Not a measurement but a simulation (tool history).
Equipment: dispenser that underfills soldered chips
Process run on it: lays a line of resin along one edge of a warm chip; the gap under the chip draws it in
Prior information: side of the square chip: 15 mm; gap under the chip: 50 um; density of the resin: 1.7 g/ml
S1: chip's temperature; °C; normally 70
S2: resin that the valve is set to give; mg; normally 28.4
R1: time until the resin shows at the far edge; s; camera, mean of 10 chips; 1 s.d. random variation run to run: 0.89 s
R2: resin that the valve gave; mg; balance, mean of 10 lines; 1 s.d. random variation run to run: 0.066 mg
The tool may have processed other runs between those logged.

run 1 hour=0.0 | S1=70 S2=28.4 | R1=124.7 R2=28.31
run 2 hour=4.0 | S1=70 S2=28.4 | R1=155.9 R2=28.24
-- hour=6.8 new syringe of resin
run 3 hour=8.5 | S1=70 S2=33.5 | R1=91.0 R2=33.15
run 4 hour=13.7 | S1=70 S2=33.5 | R1=127.2 R2=33.20
run 5 hour=18.8 | S1=69 S2=28.4 | R1=178.6 R2=28.11
-- hour=19.9 new syringe of resin
run 6 hour=25.5 | S1=69 S2=28.4 | R1=125.5 R2=28.07
-- hour=32.8 new syringe of resin
run 7 hour=33.0 | S1=71 S2=28.4 | R1=81.9 R2=27.88
run 8 hour=37.3 | S1=56 S2=28.4 | R1=210.2 R2=27.93
run 9 hour=42.6 | S1=56 S2=28.4 | R1=294.4 R2=27.82
-- hour=45.5 new syringe of resin
run 10 hour=46.6 | S1=56 S2=28.4 | R1=171.9 R2=27.95
run 11 hour=52.3 | S1=72 S2=28.4 | R1=115.4 R2=27.87
run 12 hour=55.6 | S1=72 S2=28.4 | R1=139.3 R2=27.79
-- hour=58.3 new syringe of resin
run 13 hour=60.9 | S1=70 S2=24.7 | R1=104.4 R2=24.14
run 14 hour=66.7 | S1=70 S2=24.7 | R1=142.7 R2=24.13
-- hour=71.2 new syringe of resin
run 15 hour=72.6 | S1=70 S2=24.7 | R1=97.3 R2=24.00
run 16 hour=80.0 | S1=70 S2=24.7 | R1=151.7 R2=24.09
-- hour=84.0 new syringe of resin
run 17 hour=87.6 | S1=70 S2=31.6 | R1=107.6 R2=30.49
run 18 hour=93.5 | S1=70 S2=31.6 | R1=148.0 R2=30.55
-- hour=96.9 new syringe of resin
run 19 hour=100.9 | S1=70 S2=31.6 | R1=107.5 R2=30.46
run 20 hour=104.1 | S1=63 S2=28.6 | R1=181.7 R2=27.59
run 21 hour=108.1 | S1=79 S2=33.3 | R1=109.3 R2=32.04
-- hour=110.0 new syringe of resin
run 22 hour=115.4 | S1=77 S2=25.4 | R1=90.8 R2=24.35
run 23 hour=118.8 | S1=60 S2=35.7 | R1=232.4 R2=34.25
-- hour=122.9 new syringe of resin
run 24 hour=124.9 | S1=62 S2=34.0 | R1=138.1 R2=32.58
run 25 hour=128.3 | S1=62 S2=34.0 | R1=173.1 R2=32.50
run 26 hour=131.4 | S1=62 S2=28.1 | R1=206.3 R2=26.76
-- hour=134.3 dispensing valve cleaned and set on the balance
-- hour=136.9 new syringe of resin
run 27 hour=138.6 | S1=73 S2=26.6 | R1=82.8 R2=26.81
run 28 hour=144.9 | S1=61 S2=27.6 | R1=205.9 R2=27.48
-- hour=150.0 new syringe of resin
run 29 hour=151.2 | S1=69 S2=34.2 | R1=93.8 R2=34.13
run 30 hour=156.1 | S1=70 S2=33.3 | R1=122.0 R2=33.24
run 31 hour=160.0 | S1=70 S2=33.3 | R1=152.9 R2=33.07
-- hour=163.0 new syringe of resin
run 32 hour=164.0 | S1=70 S2=33.3 | R1=87.2 R2=33.00
run 33 hour=167.3 | S1=83 S2=30.6 | R1=61.6 R2=30.18
run 34 hour=170.8 | S1=83 S2=28.8 | R1=76.8 R2=28.51
-- hour=175.8 new syringe of resin
run 35 hour=178.3 | S1=70 S2=35.6 | R1=98.7 R2=35.14
run 36 hour=182.2 | S1=70 S2=35.6 | R1=127.6 R2=35.15
run 37 hour=186.3 | S1=70 S2=35.6 | R1=156.1 R2=35.05

Below are 3 alternative next runs, each starting from the tool's condition after run 37. Predict each:
-- hour=188.9 new syringe of resin
run A hour=191.1 | S1=66 S2=24.2 | R1=? R2=?
-- hour=188.9 new syringe of resin
run B hour=191.1 | S1=82 S2=33.8 | R1=? R2=?
-- hour=188.9 new syringe of resin
run C hour=191.1 | S1=64 S2=28.4 | R1=? R2=?

run=A R1=127.0 R2=23.82
run=B R1=57.0 R2=33.23
run=C R1=129.0 R2=27.99
Without the tool's hidden state the same runs would have given:
run=A R1=106.4 R2=24.21
run=B R1=48.1 R2=33.77
run=C R1=108.3 R2=28.45
